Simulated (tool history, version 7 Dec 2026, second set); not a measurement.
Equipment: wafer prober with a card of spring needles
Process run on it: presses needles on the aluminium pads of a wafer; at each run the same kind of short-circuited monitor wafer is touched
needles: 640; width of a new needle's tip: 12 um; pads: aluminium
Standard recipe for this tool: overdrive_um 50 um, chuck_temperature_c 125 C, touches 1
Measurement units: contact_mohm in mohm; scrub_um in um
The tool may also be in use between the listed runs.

run,hour,overdrive_um,chuck_temperature_c,touches,contact_mohm,scrub_um
1,0.0,50,125,1,122,9.13
# hour 13.3: tips cleaned on abrasive film
# hour 24.1: tips cleaned on abrasive film
# hour 34.9: tips cleaned on abrasive film
2,38.8,50,125,1,123,9.02
# hour 46.9: tips cleaned on abrasive film
# hour 57.7: tips cleaned on abrasive film
# hour 70.8: tips cleaned on abrasive film
# hour 84.1: tips cleaned on abrasive film
3,87.6,50,125,1,122,9.04
# hour 95.7: tips cleaned on abrasive film
# hour 106.5: tips cleaned on abrasive film
# hour 117.3: tips cleaned on abrasive film
# hour 128.1: tips cleaned on abrasive film
4,138.5,50,125,1,124,9.01
# hour 141.3: tips cleaned on abrasive film
# hour 154.6: tips cleaned on abrasive film
# hour 165.4: tips cleaned on abrasive film
# hour 176.2: tips cleaned on abrasive film
5,184.8,31,125,1,130,5.56
# hour 187.4: tips cleaned on abrasive film
# hour 198.2: tips cleaned on abrasive film
# hour 211.4: tips cleaned on abrasive film
# hour 222.2: tips cleaned on abrasive film
6,228.2,50,125,2,126,8.92
# hour 233.5: tips cleaned on abrasive film
# hour 247.0: tips cleaned on abrasive film
# hour 260.0: tips cleaned on abrasive film
# hour 270.8: tips cleaned on abrasive film
7,278.1,50,55,1,115,8.94
# hour 283.5: tips cleaned on abrasive film
# hour 294.3: tips cleaned on abrasive film
# hour 305.1: tips cleaned on abrasive film
# hour 315.9: tips cleaned on abrasive film
8,324.1,50,55,1,114,9.11
# hour 326.9: tips cleaned on abrasive film
# hour 337.7: tips cleaned on abrasive film
# hour 351.2: tips cleaned on abrasive film
# hour 364.4: tips cleaned on abrasive film
9,372.1,50,125,1,124,9.09
# hour 377.6: tips cleaned on abrasive film
# hour 391.0: tips cleaned on abrasive film
# hour 401.8: tips cleaned on abrasive film
10,404.0,57,125,1,121,10.35
# hour 414.8: tips cleaned on abrasive film
# hour 415.1: height of the first contact set anew
# hour 428.5: tips cleaned on abrasive film
# hour 439.3: tips cleaned on abrasive film
# hour 452.8: tips cleaned on abrasive film
11,453.7,57,125,1,124,10.22
# hour 464.2: tips cleaned on abrasive film
# hour 475.0: tips cleaned on abrasive film
12,478.3,50,125,1,123,9.02
# hour 486.4: tips cleaned on abrasive film
# hour 499.8: tips cleaned on abrasive film
# hour 510.6: tips cleaned on abrasive film
# hour 524.0: tips cleaned on abrasive film
# hour 535.6: tips cleaned on abrasive film
13,535.6,50,125,2,125,9.05
# hour 549.0: tips cleaned on abrasive film
# hour 562.4: tips cleaned on abrasive film
# hour 575.9: tips cleaned on abrasive film
14,584.2,50,125,2,123,8.99
# hour 586.9: tips cleaned on abrasive film
# hour 597.7: tips cleaned on abrasive film
# hour 611.1: tips cleaned on abrasive film
15,613.0,50,56,2,113,9.15
# hour 623.6: tips cleaned on abrasive film
# hour 634.4: tips cleaned on abrasive film
# hour 645.2: tips cleaned on abrasive film
# hour 656.0: tips cleaned on abrasive film
# hour 669.4: tips cleaned on abrasive film
16,671.4,43,49,2,117,7.78
# hour 682.0: tips cleaned on abrasive film
# hour 695.3: tips cleaned on abrasive film
# hour 706.1: tips cleaned on abrasive film
# hour 716.9: tips cleaned on abrasive film
17,726.2,37,49,2,116,6.50
# hour 729.0: tips cleaned on abrasive film
# hour 742.5: tips cleaned on abrasive film
# hour 753.3: tips cleaned on abrasive film
# hour 766.7: tips cleaned on abrasive film
18,768.2,37,49,2,116,6.68
# hour 779.0: tips cleaned on abrasive film
# hour 792.5: tips cleaned on abrasive film
# hour 805.7: tips cleaned on abrasive film
19,809.5,60,44,2,112,10.98
# hour 817.7: tips cleaned on abrasive film
# hour 831.1: tips cleaned on abrasive film
# hour 842.0: tips cleaned on abrasive film
# hour 854.1: tips cleaned on abrasive film
20,854.1,30,72,2,125,5.30
# hour 867.5: tips cleaned on abrasive film
# hour 881.0: tips cleaned on abrasive film
# hour 894.1: tips cleaned on abrasive film
21,894.4,51,125,3,124,9.09
# hour 905.1: tips cleaned on abrasive film
# hour 915.9: tips cleaned on abrasive film
# hour 929.2: tips cleaned on abrasive film
# hour 942.4: tips cleaned on abrasive film
# hour 953.2: tips cleaned on abrasive film
22,953.7,51,125,3,121,9.23
# hour 964.3: tips cleaned on abrasive film
# hour 975.1: tips cleaned on abrasive film
# hour 985.9: tips cleaned on abrasive film
# hour 999.4: tips cleaned on abrasive film
# hour 1010.2: tips cleaned on abrasive film
23,1012.2,51,49,3,115,9.17
# hour 1023.0: tips cleaned on abrasive film
# hour 1033.8: tips cleaned on abrasive film
# hour 1047.3: tips cleaned on abrasive film
# hour 1058.1: tips cleaned on abrasive film
24,1058.3,51,50,1,113,9.42
# hour 1069.1: tips cleaned on abrasive film
# hour 1082.5: tips cleaned on abrasive film
# hour 1085.5: height of the first contact set anew
# hour 1096.3: tips cleaned on abrasive film
# hour 1109.8: tips cleaned on abrasive film
25,1110.0,35,30,1,115,6.21
# hour 1120.8: tips cleaned on abrasive film
# hour 1131.6: tips cleaned on abrasive film
# hour 1142.4: tips cleaned on abrasive film
26,1146.4,42,78,1,120,7.53
# hour 1154.3: tips cleaned on abrasive film
# hour 1167.8: tips cleaned on abrasive film
# hour 1178.6: tips cleaned on abrasive film
27,1184.7,56,125,1,123,10.03

Here are 3 independent what-if runs from the current tool condition. What would each one return?
# hour 1190.2: tips cleaned on abrasive film
# hour 1203.6: tips cleaned on abrasive film
# hour 1217.1: tips cleaned on abrasive film
# hour 1227.9: tips cleaned on abrasive film
A,1229.7,56,49,1,?,?
# hour 1190.2: tips cleaned on abrasive film
# hour 1203.6: tips cleaned on abrasive film
# hour 1217.1: tips cleaned on abrasive film
# hour 1227.9: tips cleaned on abrasive film
B,1229.7,56,125,2,?,?
# hour 1190.2: tips cleaned on abrasive film
# hour 1203.6: tips cleaned on abrasive film
# hour 1217.1: tips cleaned on abrasive film
# hour 1227.9: tips cleaned on abrasive film
C,1229.7,42,118,1,?,?

run,contact_mohm,scrub_um
A,112,10.25
B,124,10.10
C,126,7.49
What these runs would have given with no unlogged condition in the tool:
run,contact_mohm,scrub_um
A,112,10.25
B,124,10.10
C,126,7.49

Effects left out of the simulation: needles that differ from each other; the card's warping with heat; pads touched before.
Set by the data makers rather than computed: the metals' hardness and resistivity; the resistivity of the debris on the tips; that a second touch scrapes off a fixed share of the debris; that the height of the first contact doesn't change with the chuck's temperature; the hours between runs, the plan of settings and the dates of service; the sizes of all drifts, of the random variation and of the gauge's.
